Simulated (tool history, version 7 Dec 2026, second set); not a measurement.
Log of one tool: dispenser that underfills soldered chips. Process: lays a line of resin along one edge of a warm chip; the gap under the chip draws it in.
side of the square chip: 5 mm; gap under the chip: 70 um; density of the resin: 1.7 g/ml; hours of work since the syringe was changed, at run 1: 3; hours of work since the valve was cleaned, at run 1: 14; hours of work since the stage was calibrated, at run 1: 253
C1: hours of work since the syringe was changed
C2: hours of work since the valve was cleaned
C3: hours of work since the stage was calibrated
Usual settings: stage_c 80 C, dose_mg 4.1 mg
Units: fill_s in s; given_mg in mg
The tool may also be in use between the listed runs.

Run 1, hour 0: usual settings; C1 3; C2 14; C3 253. Result: fill_s 17.2 s, given_mg 4.069 mg.
Run 2, hour 4.9: usual settings; C1 6; C2 17; C3 257. Result: fill_s 23.4 s, given_mg 4.055 mg.
At hour 11.9: new syringe of resin.
Run 3, hour 12.9: usual settings but stage_c 72 C; C1 1; C2 23; C3 263. Result: fill_s 20.7 s, given_mg 4.032 mg.
Run 4, hour 18: usual settings but stage_c 72 C; C1 5; C2 27; C3 267. Result: fill_s 29.7 s, given_mg 4.026 mg.
Run 5, hour 23.7: usual settings but stage_c 72 C; C1 9; C2 32; C3 271. Result: fill_s 42.3 s, given_mg 4.015 mg.
At hour 27: new syringe of resin.
Run 6, hour 28.3: usual settings; C1 1; C2 35; C3 274. Result: fill_s 15 s, given_mg 3.998 mg.
Run 7, hour 36: usual settings; C1 7; C2 41; C3 280. Result: fill_s 25.4 s, given_mg 3.973 mg.
At hour 41.8: new syringe of resin.
Run 8, hour 41.8: usual settings but stage_c 87 C; C1 0; C2 45; C3 284. Result: fill_s 9.8 s, given_mg 3.963 mg.
Run 9, hour 45.7: usual settings but stage_c 87 C; C1 3; C2 48; C3 287. Result: fill_s 13.1 s, given_mg 3.95 mg.
Run 10, hour 52.3: usual settings but stage_c 87 C; C1 8; C2 53; C3 292. Result: fill_s 19.6 s, given_mg 3.931 mg.
At hour 54.1: dispensing valve cleaned and set on the balance.
At hour 57.7: new syringe of resin.
Run 11, hour 57.7: usual settings but stage_c 87 C; C1 0; C2 3; C3 296. Result: fill_s 10 s, given_mg 4.097 mg.
Run 12, hour 66.4: usual settings but stage_c 87 C; C1 7; C2 9; C3 302. Result: fill_s 17.3 s, given_mg 4.074 mg.
At hour 73: new syringe of resin.
Run 13, hour 75.7: usual settings but stage_c 93 C, dose_mg 5.25 mg; C1 2; C2 16; C3 309. Result: fill_s 9.1 s, given_mg 5.183 mg.
Run 14, hour 81.9: usual settings but stage_c 71 C, dose_mg 3.96 mg; C1 7; C2 21; C3 314. Result: fill_s 37.7 s, given_mg 3.88 mg.
At hour 88.3: new syringe of resin.
Run 15, hour 91.8: usual settings but stage_c 92 C, dose_mg 3.84 mg; C1 3; C2 28; C3 321. Result: fill_s 10 s, given_mg 3.749 mg.
Run 16, hour 97.1: usual settings but stage_c 92 C, dose_mg 3.84 mg; C1 7; C2 32; C3 325. Result: fill_s 14.6 s, given_mg 3.748 mg.
At hour 103.7: new syringe of resin.
Run 17, hour 104.7: usual settings but stage_c 66 C, dose_mg 4.21 mg; C1 1; C2 38; C3 331. Result: fill_s 28.3 s, given_mg 4.075 mg.
Run 18, hour 113: usual settings but stage_c 94 C, dose_mg 5.04 mg; C1 7; C2 44; C3 337. Result: fill_s 13.2 s, given_mg 4.858 mg.
At hour 119: new syringe of resin.
Run 19, hour 121.6: usual settings but stage_c 94 C, dose_mg 5.04 mg; C1 2; C2 51; C3 344. Result: fill_s 8.9 s, given_mg 4.824 mg.
At hour 126.4: dispensing valve cleaned and set on the balance.
Run 20, hour 127.9: usual settings but stage_c 94 C, dose_mg 5.04 mg; C1 6; C2 1; C3 348. Result: fill_s 12 s, given_mg 5.037 mg.
At hour 135: new syringe of resin.
Run 21, hour 136.5: usual settings but stage_c 94 C, dose_mg 5.04 mg; C1 1; C2 7; C3 354. Result: fill_s 7.8 s, given_mg 5.015 mg.
Run 22, hour 142.1: usual settings but stage_c 94 C, dose_mg 5.04 mg; C1 5; C2 12; C3 358. Result: fill_s 11.5 s, given_mg 4.991 mg.
Run 23, hour 146.4: usual settings but stage_c 90 C, dose_mg 5.03 mg; C1 9; C2 15; C3 362. Result: fill_s 18.7 s, given_mg 4.972 mg.
At hour 150.1: new syringe of resin.
Run 24, hour 153.9: usual settings but stage_c 76 C, dose_mg 4.32 mg; C1 3; C2 21; C3 367. Result: fill_s 20.9 s, given_mg 4.258 mg.

3 ways to go on from here, each from the tool as it stands after run 24. What would each give?
Run A, hour 160.1: usual settings but stage_c 76 C, dose_mg 4.24 mg; C1 8; C2 25; C3 372. Result: fill_s ?, given_mg ?.
Run B, hour 160.1: usual settings but stage_c 83 C; C1 8; C2 25; C3 372. Result: fill_s ?, given_mg ?.
Run C, hour 160.1: usual settings but stage_c 70 C, dose_mg 4.89 mg; C1 8; C2 25; C3 372. Result: fill_s ?, given_mg ?.

run  fill_s  given_mg
  A      32     4.156
  B    23.6     4.017
  C    42.1     4.788
Without the tool's hidden state the same runs would have given:
run  fill_s  given_mg
  A    14.8     4.242
  B    11.2       4.1
  C    19.4     4.887

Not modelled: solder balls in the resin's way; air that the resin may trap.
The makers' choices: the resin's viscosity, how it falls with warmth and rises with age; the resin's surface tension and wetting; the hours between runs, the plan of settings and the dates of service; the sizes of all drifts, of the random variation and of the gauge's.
